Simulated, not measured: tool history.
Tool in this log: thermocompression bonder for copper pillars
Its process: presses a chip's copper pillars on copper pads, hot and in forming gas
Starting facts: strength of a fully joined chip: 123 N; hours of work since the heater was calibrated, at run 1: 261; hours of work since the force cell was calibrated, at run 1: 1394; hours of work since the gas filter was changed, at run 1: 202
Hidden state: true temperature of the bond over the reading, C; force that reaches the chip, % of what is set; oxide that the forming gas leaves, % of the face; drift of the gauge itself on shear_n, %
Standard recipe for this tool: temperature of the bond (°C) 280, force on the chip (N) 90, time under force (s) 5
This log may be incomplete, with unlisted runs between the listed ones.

run,day,temperature of the bond (°C),force on the chip (N),time under force (s),hours of work since the heater was calibrated,hours of work since the force cell was calibrated,hours of work since the gas filter was changed,force that shears a chip off (N)
1,0.000,280,90,5,261,1394,202,59.7
2,2.171,280,90,12,298,1431,239,77.9
3,3.417,293,90,5,319,1452,260,69.9
4,4.496,280,90,5,338,1471,279,60.0
5,6.154,280,90,13,366,1499,307,79.5
6,8.029,280,90,5,398,1531,339,59.1
7,10.054,280,90,5,432,1565,373,58.1
8,11.654,280,90,5,459,1592,400,57.9
# day 12.004: forming gas filter changed
9,13.371,280,90,5,488,1621,23,58.8
10,14.696,280,90,5,511,1644,46,58.4
11,16.092,280,90,5,534,1667,69,58.0
12,17.512,280,90,5,558,1691,93,58.2
13,19.438,280,90,5,591,1724,126,58.0
14,20.758,280,90,5,614,1747,149,57.8
# day 21.454: heater calibrated with a thermocouple chip
15,22.704,280,90,5,21,1778,180,61.9
16,24.575,280,90,5,53,1810,212,61.7
17,26.717,280,90,5,89,1846,248,60.8
18,28.642,280,90,6,122,1879,281,64.7
19,30.758,280,90,6,158,1915,317,64.5
20,32.704,280,90,5,191,1948,350,60.1
21,34.642,280,117,5,224,1981,383,69.5
22,35.542,280,117,9,239,1996,398,82.8
# day 35.958: forming gas filter changed
23,37.275,280,117,9,268,2025,22,84.9
24,38.925,280,117,9,296,2053,50,84.5
25,40.425,280,117,9,322,2079,76,84.3
# day 40.696: force cell calibrated
26,41.600,280,117,9,341,15,95,85.2
27,43.288,280,117,9,369,44,123,83.9
28,44.242,255,109,5,385,60,140,45.3
29,46.083,290,79,3,417,91,171,54.9
30,48.283,303,79,3,454,129,208,64.4
31,49.188,303,81,3,469,144,223,66.1
32,50.850,303,92,3,498,172,252,69.5
33,52.350,303,92,3,523,198,277,70.0
34,53.712,269,93,4,546,221,300,47.4
35,55.529,269,93,4,577,252,331,47.4
36,57.058,280,90,7,603,278,357,66.9
# day 58.325: heater calibrated with a thermocouple chip
37,58.975,280,75,5,11,309,388,55.3
# day 60.025: forming gas filter changed
38,61.046,280,75,5,46,344,17,56.1
39,62.658,280,90,8,73,371,45,72.3

Below are 3 alternative next runs, each starting from the tool's condition after run 39. Predict each:
A,64.825,308,87,4,110,408,81,?
B,64.825,302,80,3,110,408,81,?
C,64.825,280,89,11,110,408,81,?

run,force that shears a chip off (N)
A,80.7
B,65.6
C,78.2
With the hidden condition removed and each run's random variation left untouched, the same runs would have given:
run,force that shears a chip off (N)
A,82.9
B,67.7
C,80.5

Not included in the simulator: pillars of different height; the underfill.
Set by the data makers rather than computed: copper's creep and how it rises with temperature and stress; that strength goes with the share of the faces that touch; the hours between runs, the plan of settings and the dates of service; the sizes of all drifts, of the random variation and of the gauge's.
